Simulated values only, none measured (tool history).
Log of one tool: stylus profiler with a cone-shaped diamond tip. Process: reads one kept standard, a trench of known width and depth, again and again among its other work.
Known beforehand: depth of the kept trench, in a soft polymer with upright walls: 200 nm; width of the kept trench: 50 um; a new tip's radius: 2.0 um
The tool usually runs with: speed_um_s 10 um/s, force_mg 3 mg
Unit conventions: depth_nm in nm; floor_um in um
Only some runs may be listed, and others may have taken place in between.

| run | hour | speed_um_s | force_mg | depth_nm | floor_um |
|---|---|---|---|---|---|
| 1 | 0 | 10 | 3 | 202.84 | 48.17 |
| 2 | 8.8 | 10 | 3 | 202.87 | 48.22 |
| 3 | 23.7 | 10 | 3 | 202.88 | 48.15 |
| 4 | 35 | 10 | 3 | 202.94 | 48.16 |
| 5 | 50.3 | 10 | 3 | 202.87 | 48.17 |
| 6 | 60.4 | 10 | 3 | 202.76 | 48.14 |
| 7 | 70.7 | 7 | 3 | 202.78 | 48.17 |
| 8 | 79.3 | 4 | 3 | 202.92 | 48.14 |
| 9 | 87.2 | 4 | 3 | 202.81 | 48.23 |
| 10 | 94.8 | 4 | 3 | 202.8 | 48.16 |
| 11 | 104.4 | 4 | 3 | 202.79 | 48.13 |
| 12 | 120.8 | 4 | 3 | 202.85 | 48.14 |
| 13 | 132.1 | 21 | 3 | 202.8 | 48.11 |
| 14 | 141.8 | 10 | 5.01 | 204.09 | 48.11 |
| 15 | 152.1 | 10 | 5.01 | 204.08 | 48.11 |
| 16 | 168.1 | 10 | 5.01 | 204.13 | 48.13 |
| 17 | 180.8 | 10 | 5.01 | 204.04 | 48.08 |
| 18 | 192.5 | 10 | 5.01 | 203.99 | 48.13 |
| 19 | 209.1 | 10 | 5.01 | 204.04 | 48.12 |
| 20 | 217.6 | 10 | 5.01 | 204.08 | 48.12 |
| 21 | 234.6 | 6 | 3.94 | 203.43 | 48.17 |
| 22 | 248.5 | 6 | 3.94 | 203.42 | 48.15 |
| 23 | 264.6 | 13 | 3.57 | 203.06 | 48.12 |
| 24 | 273.9 | 31 | 4.4 | 203.71 | 48.09 |
| 25 | 284.9 | 31 | 4.4 | 203.66 | 48.08 |
| 26 | 302.7 | 7 | 7.32 | 205.17 | 48.13 |
| 27 | 319.6 | 10 | 2.53 | 202.39 | 48.08 |
| 28 | 336.6 | 10 | 1.34 | 201.61 | 48.08 |
| 29 | 352.7 | 9 | 3 | 202.6 | 48.13 |
| 30 | 360.9 | 9 | 3 | 202.76 | 48.11 |
| 31 | 371 | 7 | 2.25 | 202.29 | 48.12 |
| 32 | 386.2 | 7 | 2.25 | 202.2 | 48.11 |
| 33 | 396 | 12 | 7.34 | 205.26 | 48.08 |
| 34 | 404.6 | 34 | 3.89 | 203.26 | 48.03 |
| 35 | 412.8 | 34 | 8.74 | 205.85 | 48.05 |
| 36 | 423 | 21 | 3 | 202.74 | 48.05 |
| 37 | 438.8 | 5 | 4.22 | 203.45 | 48.13 |
| 38 | 455.7 | 37 | 1.89 | 201.93 | 47.97 |
| 39 | 463.8 | 37 | 1.89 | 201.9 | 48.01 |

Alternative continuations, all from the tool just after run 39; predict every row:
| A | 471.8 | 37 | 2.31 | ? | ? |
| B | 471.8 | 10 | 4.88 | ? | ? |
| C | 471.8 | 39 | 3.19 | ? | ? |
| D | 471.8 | 37 | 7.49 | ? | ? |
| E | 471.8 | 5 | 1.06 | ? | ? |

| run | depth_nm | floor_um |
|---|---|---|
| A | 202.28 | 48.03 |
| B | 203.93 | 48.06 |
| C | 202.85 | 48.03 |
| D | 205.24 | 48.02 |
| E | 201.2 | 48.09 |
With the hidden condition removed and each run's random variation left untouched, the same runs would have given:
| run | depth_nm | floor_um |
|---|---|---|
| A | 202.57 | 48.19 |
| B | 204.23 | 48.22 |
| C | 203.15 | 48.19 |
| D | 205.54 | 48.18 |
| E | 201.49 | 48.25 |

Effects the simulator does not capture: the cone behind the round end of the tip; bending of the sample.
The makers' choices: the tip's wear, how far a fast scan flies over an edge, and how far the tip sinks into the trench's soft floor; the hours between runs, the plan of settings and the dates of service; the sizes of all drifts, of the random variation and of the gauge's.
